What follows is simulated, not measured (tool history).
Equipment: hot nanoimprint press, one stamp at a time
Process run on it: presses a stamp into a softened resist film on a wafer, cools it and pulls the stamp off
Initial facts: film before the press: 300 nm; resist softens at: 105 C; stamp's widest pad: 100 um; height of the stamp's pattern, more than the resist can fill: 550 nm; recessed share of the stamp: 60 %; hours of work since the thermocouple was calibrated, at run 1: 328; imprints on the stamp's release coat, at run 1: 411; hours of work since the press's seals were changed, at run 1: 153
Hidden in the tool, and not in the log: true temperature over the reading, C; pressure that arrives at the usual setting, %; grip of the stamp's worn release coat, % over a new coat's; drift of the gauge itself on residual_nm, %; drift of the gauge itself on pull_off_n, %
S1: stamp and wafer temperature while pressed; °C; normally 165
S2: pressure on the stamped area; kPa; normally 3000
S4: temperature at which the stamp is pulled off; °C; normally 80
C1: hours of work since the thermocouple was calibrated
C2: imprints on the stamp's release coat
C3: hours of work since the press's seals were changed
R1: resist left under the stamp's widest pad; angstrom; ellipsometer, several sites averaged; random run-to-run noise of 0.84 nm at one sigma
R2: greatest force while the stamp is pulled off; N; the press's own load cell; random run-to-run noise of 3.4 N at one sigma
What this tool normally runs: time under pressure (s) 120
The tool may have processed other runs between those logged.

Run 1, hour 0: usual settings; C1 328; C2 411; C3 153. Result: R1 1244 angstrom, R2 203 N.
Run 2, hour 13.6: usual settings; C1 338; C2 456; C3 163. Result: R1 1254 angstrom, R2 199 N.
At hour 24.4: plate thermocouple calibrated.
Run 3, hour 25.7: usual settings; C1 1; C2 486; C3 169. Result: R1 1335 angstrom, R2 207 N.
Run 4, hour 34.7: usual settings; C1 7; C2 515; C3 176. Result: R1 1343 angstrom, R2 212 N.
At hour 49.8: stamp cleaned and given a new release coat.
Run 5, hour 59: usual settings; C1 21; C2 30; C3 189. Result: R1 1339 angstrom, R2 170 N.
Run 6, hour 70.1: usual settings; C1 29; C2 66; C3 197. Result: R1 1332 angstrom, R2 175 N.
Run 7, hour 87.2: usual settings but S4 84 °C; C1 41; C2 122; C3 209. Result: R1 1365 angstrom, R2 170 N.
Run 8, hour 102.7: usual settings but S4 84 °C; C1 52; C2 173; C3 220. Result: R1 1361 angstrom, R2 169 N.
At hour 118.8: plate thermocouple calibrated, once more.
Run 9, hour 121.3: usual settings but S4 84 °C; C1 2; C2 224; C3 232. Result: R1 1144 angstrom, R2 168 N.
Run 10, hour 134.8: usual settings but S4 84 °C; C1 12; C2 268; C3 241. Result: R1 1139 angstrom, R2 173 N.
Run 11, hour 150.7: usual settings but S4 84 °C; C1 23; C2 320; C3 253. Result: R1 1157 angstrom, R2 172 N.
Run 12, hour 169.3: usual settings but time under pressure (s) 137, S4 84 °C; C1 36; C2 381; C3 266. Result: R1 1088 angstrom, R2 185 N.
Run 13, hour 183.5: usual settings; C1 47; C2 427; C3 276. Result: R1 1143 angstrom, R2 199 N.
Run 14, hour 203.2: usual settings; C1 61; C2 492; C3 291. Result: R1 1160 angstrom, R2 190 N.
At hour 225.5: stamp cleaned and given a new release coat.
Run 15, hour 226.1: usual settings but time under pressure (s) 140; C1 73; C2 2; C3 303. Result: R1 1108 angstrom, R2 165 N.
Run 16, hour 235.8: usual settings but time under pressure (s) 140; C1 80; C2 34; C3 310. Result: R1 1104 angstrom, R2 169 N.
Run 17, hour 248.8: usual settings but time under pressure (s) 140; C1 89; C2 77; C3 319. Result: R1 1091 angstrom, R2 174 N.
Run 18, hour 263.1: usual settings but time under pressure (s) 67, S4 74 °C; C1 100; C2 123; C3 329. Result: R1 1473 angstrom, R2 180 N.
Run 19, hour 277.6: usual settings but S1 175 °C, time under pressure (s) 212; C1 110; C2 171; C3 340. Result: R1 458 angstrom, R2 179 N.
Run 20, hour 296: usual settings but S1 175 °C, time under pressure (s) 212, S4 78 °C; C1 123; C2 231; C3 353. Result: R1 466 angstrom, R2 186 N.
Run 21, hour 314.6: usual settings but S1 163 °C, S4 74 °C; C1 137; C2 292; C3 367. Result: R1 1363 angstrom, R2 200 N.
Run 22, hour 326.5: usual settings but S1 163 °C, S4 74 °C; C1 145; C2 331; C3 375. Result: R1 1365 angstrom, R2 199 N.
Run 23, hour 337.5: usual settings but S1 163 °C, S4 74 °C; C1 153; C2 367; C3 383. Result: R1 1343 angstrom, R2 201 N.
Run 24, hour 355: usual settings but S1 163 °C, S2 4180 kPa; C1 166; C2 424; C3 396. Result: R1 1184 angstrom, R2 190 N.
Run 25, hour 372.6: usual settings but S1 163 °C, S2 4180 kPa; C1 178; C2 482; C3 408. Result: R1 1185 angstrom, R2 199 N.
Run 26, hour 382.6: usual settings but S2 2340 kPa; C1 186; C2 515; C3 416. Result: R1 1331 angstrom, R2 203 N.
At hour 397.7: stamp cleaned and given a new release coat.
Run 27, hour 402.8: usual settings but S2 2530 kPa, time under pressure (s) 60, S4 79 °C; C1 196; C2 17; C3 426. Result: R1 1671 angstrom, R2 166 N.
Run 28, hour 421.5: usual settings but S1 173 °C, S2 2530 kPa, time under pressure (s) 79, S4 79 °C; C1 209; C2 78; C3 439. Result: R1 919 angstrom, R2 167 N.
Run 29, hour 435.4: usual settings but S1 172 °C, S2 1960 kPa, time under pressure (s) 81, S4 74 °C; C1 219; C2 124; C3 449. Result: R1 1103 angstrom, R2 186 N.

Below are 3 alternative next runs, each starting from the tool's condition after run 29. Predict each:
Run A, hour 446.3: usual settings but S1 173 °C, S2 1960 kPa, time under pressure (s) 81, S4 74 °C; C1 227; C2 159; C3 457. Result: R1 ?, R2 ?.
Run B, hour 446.3: usual settings but S1 166 °C; C1 227; C2 159; C3 457. Result: R1 ?, R2 ?.
Run C, hour 446.3: usual settings but S1 172 °C, S2 2170 kPa, time under pressure (s) 68, S4 88 °C; C1 227; C2 159; C3 457. Result: R1 ?, R2 ?.

run    R1   R2
  A  1043  185
  B  1144  181
  C  1132  160
The same runs, with their run-to-run variation unchanged, on a tool lacking any hidden condition would have given:
run    R1   R2
  A   968  172
  B  1050  168
  C  1049  148
